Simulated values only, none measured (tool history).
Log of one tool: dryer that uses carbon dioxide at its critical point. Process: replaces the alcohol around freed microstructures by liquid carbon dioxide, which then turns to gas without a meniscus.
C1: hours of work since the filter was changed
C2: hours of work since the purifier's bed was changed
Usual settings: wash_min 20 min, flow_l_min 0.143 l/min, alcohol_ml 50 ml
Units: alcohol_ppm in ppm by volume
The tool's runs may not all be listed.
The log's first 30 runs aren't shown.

{"run": 31, "day": 11.058, "wash_min": 23, "flow_l_min": 0.143, "alcohol_ml": 44, "C1": 31, "C2": 215, "alcohol_ppm": 464}
{"run": 32, "day": 11.504, "wash_min": 23, "flow_l_min": 0.143, "alcohol_ml": 44, "C1": 39, "C2": 222, "alcohol_ppm": 487}
{"run": 33, "day": 11.758, "wash_min": 23, "flow_l_min": 0.143, "alcohol_ml": 44, "C1": 43, "C2": 226, "alcohol_ppm": 480}
{"run": 34, "day": 12.15, "wash_min": 15, "flow_l_min": 0.123, "alcohol_ml": 37, "C1": 49, "C2": 233, "alcohol_ppm": 3979}
{"run": 35, "day": 12.5, "wash_min": 13, "flow_l_min": 0.104, "alcohol_ml": 20, "C1": 55, "C2": 238, "alcohol_ppm": 4978}
{"run": 36, "day": 12.758, "wash_min": 21, "flow_l_min": 0.209, "alcohol_ml": 27, "C1": 59, "C2": 242, "alcohol_ppm": 81}
{"run": 37, "day": 13.25, "wash_min": 28, "flow_l_min": 0.143, "alcohol_ml": 57, "C1": 67, "C2": 250, "alcohol_ppm": 244}
{"run": 38, "day": 13.658, "wash_min": 28, "flow_l_min": 0.143, "alcohol_ml": 57, "C1": 74, "C2": 257, "alcohol_ppm": 247}
{"run": 39, "day": 14.125, "wash_min": 28, "flow_l_min": 0.143, "alcohol_ml": 57, "C1": 81, "C2": 265, "alcohol_ppm": 254}
{"run": 40, "day": 14.517, "wash_min": 24, "flow_l_min": 0.151, "alcohol_ml": 50, "C1": 88, "C2": 271, "alcohol_ppm": 371}
{"run": 41, "day": 14.883, "wash_min": 29, "flow_l_min": 0.094, "alcohol_ml": 47, "C1": 94, "C2": 277, "alcohol_ppm": 1561}
{"run": 42, "day": 15.412, "wash_min": 20, "flow_l_min": 0.163, "alcohol_ml": 40, "C1": 102, "C2": 286, "alcohol_ppm": 522}
{"run": 43, "day": 15.85, "wash_min": 20, "flow_l_min": 0.093, "alcohol_ml": 40, "C1": 109, "C2": 293, "alcohol_ppm": 4973}
{"run": 44, "day": 16.108, "wash_min": 28, "flow_l_min": 0.143, "alcohol_ml": 85, "C1": 114, "C2": 297, "alcohol_ppm": 398}
{"run": 45, "day": 16.462, "wash_min": 28, "flow_l_min": 0.143, "alcohol_ml": 26, "C1": 119, "C2": 303, "alcohol_ppm": 152}
{"run": 46, "day": 16.746, "wash_min": 26, "flow_l_min": 0.143, "alcohol_ml": 38, "C1": 124, "C2": 307, "alcohol_ppm": 299}
{"run": 47, "day": 17.104, "wash_min": 23, "flow_l_min": 0.104, "alcohol_ml": 96, "C1": 130, "C2": 313, "alcohol_ppm": 5291}
{"run": 48, "day": 17.408, "wash_min": 23, "flow_l_min": 0.104, "alcohol_ml": 96, "C1": 135, "C2": 318, "alcohol_ppm": 5554}

3 ways to go on from here, each from the tool as it stands after run 48. What would each give?
{"run": "A", "day": 17.796, "wash_min": 16, "flow_l_min": 0.091, "alcohol_ml": 84, "C1": 141, "C2": 325, "alcohol_ppm": "?"}
{"run": "B", "day": 17.796, "wash_min": 20, "flow_l_min": 0.143, "alcohol_ml": 53, "C1": 141, "C2": 325, "alcohol_ppm": "?"}
{"run": "C", "day": 17.796, "wash_min": 15, "flow_l_min": 0.143, "alcohol_ml": 112, "C1": 141, "C2": 325, "alcohol_ppm": "?"}

run=A alcohol_ppm=19654
run=B alcohol_ppm=1389
run=C alcohol_ppm=8821
Without the tool's hidden state the same runs would have given:
run=A alcohol_ppm=16472
run=B alcohol_ppm=947
run=C alcohol_ppm=6734
